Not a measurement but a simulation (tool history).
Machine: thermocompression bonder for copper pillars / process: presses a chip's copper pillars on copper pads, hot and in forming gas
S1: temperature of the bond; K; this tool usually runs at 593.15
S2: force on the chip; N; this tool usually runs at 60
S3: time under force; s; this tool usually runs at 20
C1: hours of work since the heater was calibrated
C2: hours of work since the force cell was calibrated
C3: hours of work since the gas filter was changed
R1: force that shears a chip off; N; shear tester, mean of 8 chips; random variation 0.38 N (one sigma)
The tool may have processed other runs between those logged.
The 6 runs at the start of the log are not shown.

run    hour      S1  S2  S3    C1   C2   C3    R1
      212.3  -- forming gas filter changed
  7   218.5  593.15  60  18   977  242    4  36.7
  8   280.1  593.15  60  20  1018  283   45  37.2
  9   339.1  593.15  60  20  1057  322   85  35.9
 10   376.7  593.15  60  20  1082  347  110  34.9
      389.4  -- forming gas filter changed
 11   421.5  593.15  72  20  1112  377   21  43.0
      427.5  -- heater calibrated with a thermocouple chip
 12   477.1  593.15  60  20    33  413   57  38.1
 13   529.1  593.15  60  20    68  447   92  37.9
 14   562.8  593.15  60  31    90  470  114  43.6
      571.2  -- forming gas filter changed
 15   617.8  593.15  60  17   126  506   31  36.7
 16   652.7  593.15  60  17   150  529   54  35.4
 17   719.8  593.15  60  20   194  574   99  36.8
      750.2  -- forming gas filter changed
 18   780.8  593.15  60  20   235  614   20  39.3
 19   823.1  593.15  60  20   263  642   49  38.0
 20   883.9  593.15  60  20   303  683   89  37.2
      931.6  -- forming gas filter changed
 21   931.6  583.15  44  28   335  715    0  32.6
 22   978.5  566.15  36  17   366  746   31  17.4
 23  1016.1  599.15  61  20   391  771   56  40.8
 24  1057.1  599.15  61  20   418  798   84  39.9
     1108.9  -- forming gas filter changed
 25  1108.9  599.15  61  20   453  832    0  42.1
 26  1139.6  599.15  61  20   473  853   20  41.3

For run 27, what comes out?
 27  1190.6  599.15  61  26  507  887  54   ?

{"run 27": {"R1": 44.8}}
Without the tool's hidden state the same run would have given R1 47.3 N.
